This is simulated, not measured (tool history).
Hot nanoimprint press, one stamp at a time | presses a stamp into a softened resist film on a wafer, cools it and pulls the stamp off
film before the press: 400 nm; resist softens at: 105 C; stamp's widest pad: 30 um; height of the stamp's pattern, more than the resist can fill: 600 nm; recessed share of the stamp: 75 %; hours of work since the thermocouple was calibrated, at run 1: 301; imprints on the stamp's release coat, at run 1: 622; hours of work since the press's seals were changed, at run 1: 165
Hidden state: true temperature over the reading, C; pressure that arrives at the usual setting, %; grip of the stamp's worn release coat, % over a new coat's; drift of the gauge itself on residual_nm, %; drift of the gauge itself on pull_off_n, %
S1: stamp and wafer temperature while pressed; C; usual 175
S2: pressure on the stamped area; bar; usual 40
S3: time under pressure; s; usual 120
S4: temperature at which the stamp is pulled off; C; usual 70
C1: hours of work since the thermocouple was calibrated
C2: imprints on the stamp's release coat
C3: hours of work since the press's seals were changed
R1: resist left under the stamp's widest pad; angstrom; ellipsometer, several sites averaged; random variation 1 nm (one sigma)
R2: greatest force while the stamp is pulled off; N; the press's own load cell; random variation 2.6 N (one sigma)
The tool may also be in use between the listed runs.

run,hour,S1,S2,S3,S4,C1,C2,C3,R1,R2
1,0,175,40,120,70,301,622,165,2187,125
2,19,175,40,120,70,311,695,175,2210,129
# hour 23.5: plate thermocouple calibrated
3,43.5,175,40,120,70,10,777,185,2189,130
4,68.4,175,40,216,70,22,871,197,1780,129
5,93.3,175,40,216,70,34,966,209,1767,129
6,117.5,175,52.3,120,70,46,1058,221,1954,129
7,131.6,175,59.6,120,70,53,1112,228,1814,131
8,155.6,175,59.6,120,70,64,1203,240,1828,130
9,171.9,175,59.6,120,70,72,1265,248,1837,135
10,188.7,175,59.6,120,70,81,1329,256,1841,139
11,205.1,175,40,120,70,89,1391,264,2191,130
12,228,175,25.5,120,70,100,1478,275,2607,133
13,247.8,175,40,120,70,109,1553,285,2184,138
14,272,175,40,120,70,121,1645,297,2199,143
15,290,175,40,120,70,130,1714,305,2196,131
16,304.4,175,40,120,70,137,1769,312,2177,138
17,319,175,40,120,70,144,1824,320,2207,145
18,337.6,175,40,120,70,153,1895,329,2184,138
19,354,175,47.2,120,70,161,1957,337,2040,138
20,376.2,175,47.2,120,70,172,2042,348,2059,142
21,388.4,167,27.7,148,62,178,2088,353,2907,159
# hour 414.8: stamp cleaned and given a new release coat
22,419.8,165,63.1,87,76,191,19,366,2682,112
23,431.5,178,47.3,174,61,196,63,372,1630,131
24,453.8,178,40,62,70,207,148,382,2500,124
25,471.7,178,40,62,70,216,216,391,2510,122
26,488.1,182,42.9,238,70,224,278,399,1351,125
27,505.6,175,48.6,120,67,232,345,408,2016,127
28,518.2,175,48.6,120,67,239,393,414,2045,130
29,529.6,175,48.6,120,67,244,436,419,2029,130

Forecast each of these 4 alternatives for the next run:
A,549.4,175,52.7,67,58,254,512,429,?,?
B,549.4,175,55.6,120,77,254,512,429,?,?
C,549.4,175,40,113,70,254,512,429,?,?
D,549.4,170,48.6,164,57,254,512,429,?,?

run,R1,R2
A,2381,146
B,1908,115
C,2259,125
D,2110,140
Without the tool's hidden state the same runs would have given:
run,R1,R2
A,2336,139
B,1864,109
C,2218,119
D,2065,133

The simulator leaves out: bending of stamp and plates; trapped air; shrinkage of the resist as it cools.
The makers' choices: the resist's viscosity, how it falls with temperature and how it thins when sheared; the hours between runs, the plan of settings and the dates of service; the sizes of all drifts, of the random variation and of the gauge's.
